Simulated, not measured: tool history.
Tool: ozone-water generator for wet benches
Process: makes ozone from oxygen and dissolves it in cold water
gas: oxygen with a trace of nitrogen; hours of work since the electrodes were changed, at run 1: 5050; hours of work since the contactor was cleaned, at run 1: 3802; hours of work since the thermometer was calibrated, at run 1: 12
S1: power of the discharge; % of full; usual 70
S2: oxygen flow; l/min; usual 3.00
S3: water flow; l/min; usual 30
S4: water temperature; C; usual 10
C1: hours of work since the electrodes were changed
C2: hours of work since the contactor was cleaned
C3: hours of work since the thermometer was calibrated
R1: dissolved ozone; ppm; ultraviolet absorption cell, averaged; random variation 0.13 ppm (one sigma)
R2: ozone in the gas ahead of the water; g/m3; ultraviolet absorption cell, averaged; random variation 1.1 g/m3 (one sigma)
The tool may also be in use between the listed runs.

run 1 hour=0.0 | S1=70 S2=3.00 S3=30 S4=10 | C1=5050 C2=3802 C3=12 | R1=12.7 R2=190.9
run 2 hour=179.2 | S1=70 S2=3.00 S3=30 S4=13 | C1=5228 C2=3981 C3=191 | R1=12.3 R2=191.8
run 3 hour=327.8 | S1=61 S2=3.00 S3=30 S4=10 | C1=5377 C2=4129 C3=339 | R1=11.7 R2=179.4
run 4 hour=495.2 | S1=61 S2=3.00 S3=30 S4=10 | C1=5544 C2=4296 C3=506 | R1=11.4 R2=178.0
run 5 hour=657.5 | S1=70 S2=3.00 S3=30 S4=5 | C1=5706 C2=4458 C3=668 | R1=12.8 R2=188.0
run 6 hour=818.0 | S1=70 S2=3.00 S3=30 S4=10 | C1=5866 C2=4619 C3=828 | R1=12.2 R2=188.9
run 7 hour=965.3 | S1=47 S2=3.00 S3=30 S4=10 | C1=6013 C2=4766 C3=975 | R1=10.2 R2=154.1
-- hour=1111.6 contactor cleaned
run 8 hour=1203.5 | S1=47 S2=3.00 S3=30 S4=10 | C1=6247 C2=92 C3=1209 | R1=10.0 R2=153.3
run 9 hour=1433.1 | S1=47 S2=3.00 S3=30 S4=10 | C1=6476 C2=321 C3=1438 | R1=10.0 R2=151.3
run 10 hour=1660.5 | S1=47 S2=3.00 S3=30 S4=10 | C1=6703 C2=548 C3=1666 | R1=10.1 R2=151.8
run 11 hour=1883.1 | S1=70 S2=3.00 S3=30 S4=10 | C1=6926 C2=770 C3=1888 | R1=12.4 R2=187.2
run 12 hour=2016.3 | S1=70 S2=3.00 S3=30 S4=10 | C1=7059 C2=903 C3=2021 | R1=12.3 R2=186.1
run 13 hour=2215.4 | S1=52 S2=3.00 S3=30 S4=10 | C1=7257 C2=1102 C3=2220 | R1=10.7 R2=160.1
run 14 hour=2429.4 | S1=70 S2=3.00 S3=30 S4=9 | C1=7471 C2=1316 C3=2433 | R1=12.1 R2=182.6
run 15 hour=2547.6 | S1=70 S2=3.00 S3=30 S4=10 | C1=7589 C2=1434 C3=2551 | R1=12.1 R2=185.9
run 16 hour=2772.4 | S1=70 S2=3.00 S3=30 S4=10 | C1=7814 C2=1658 C3=2776 | R1=12.1 R2=181.8
-- hour=2927.9 water thermometer calibrated
run 17 hour=2950.4 | S1=70 S2=3.00 S3=30 S4=10 | C1=7991 C2=1835 C3=22 | R1=12.3 R2=182.6
run 18 hour=3084.6 | S1=42 S2=4.54 S3=30 S4=10 | C1=8125 C2=1969 C3=156 | R1=10.7 R2=120.3
run 19 hour=3229.9 | S1=57 S2=4.54 S3=25 S4=10 | C1=8270 C2=2114 C3=302 | R1=15.2 R2=136.8
run 20 hour=3440.1 | S1=81 S2=2.36 S3=25 S4=10 | C1=8480 C2=2324 C3=511 | R1=13.8 R2=210.8
run 21 hour=3611.3 | S1=70 S2=3.00 S3=22 S4=10 | C1=8651 C2=2495 C3=682 | R1=16.3 R2=180.0
run 22 hour=3747.5 | S1=70 S2=1.79 S3=22 S4=17 | C1=8787 C2=2631 C3=818 | R1=12.3 R2=221.2
run 23 hour=3864.1 | S1=70 S2=1.79 S3=22 S4=17 | C1=8903 C2=2748 C3=935 | R1=12.5 R2=218.9
run 24 hour=4077.1 | S1=42 S2=4.64 S3=30 S4=17 | C1=9116 C2=2960 C3=1147 | R1=10.0 R2=116.9
run 25 hour=4274.1 | S1=88 S2=2.57 S3=30 S4=17 | C1=9312 C2=3157 C3=1344 | R1=11.7 R2=209.5
run 26 hour=4446.9 | S1=88 S2=2.57 S3=19 S4=8 | C1=9485 C2=3329 C3=1517 | R1=19.0 R2=210.4
run 27 hour=4649.6 | S1=88 S2=2.57 S3=19 S4=8 | C1=9687 C2=3532 C3=1719 | R1=19.3 R2=210.5
run 28 hour=4782.8 | S1=88 S2=2.06 S3=19 S4=8 | C1=9820 C2=3665 C3=1852 | R1=17.7 R2=228.8
run 29 hour=4936.8 | S1=52 S2=2.94 S3=30 S4=10 | C1=9974 C2=3819 C3=2006 | R1=10.2 R2=156.4
run 30 hour=5044.9 | S1=44 S2=3.41 S3=28 S4=6 | C1=10082 C2=3927 C3=2114 | R1=10.8 R2=134.6
run 31 hour=5209.4 | S1=44 S2=3.41 S3=28 S4=6 | C1=10246 C2=4091 C3=2278 | R1=10.9 R2=134.1
run 32 hour=5321.5 | S1=67 S2=1.80 S3=30 S4=10 | C1=10358 C2=4203 C3=2390 | R1=8.9 R2=209.3
run 33 hour=5472.5 | S1=58 S2=3.00 S3=32 S4=10 | C1=10509 C2=4353 C3=2541 | R1=9.8 R2=159.8

4 ways to go on from here, each from the tool as it stands after run 33. What would each give?
run A hour=5674.6 | S1=90 S2=4.96 S3=46 S4=10 | C1=10711 C2=4555 C3=2742 | R1=? R2=?
run B hour=5674.6 | S1=70 S2=1.81 S3=30 S4=13 | C1=10711 C2=4555 C3=2742 | R1=? R2=?
run C hour=5674.6 | S1=52 S2=2.68 S3=30 S4=9 | C1=10711 C2=4555 C3=2742 | R1=? R2=?
run D hour=5674.6 | S1=70 S2=3.00 S3=30 S4=11 | C1=10711 C2=4555 C3=2742 | R1=? R2=?

run=A R1=10.1 R2=159.4
run=B R1=8.9 R2=212.3
run=C R1=9.6 R2=158.7
run=D R1=11.5 R2=174.3
Without the tool's hidden state the same runs would have given:
run=A R1=12.5 R2=191.9
run=B R1=10.7 R2=250.4
run=C R1=11.2 R2=182.5
run=D R1=13.9 R2=205.5
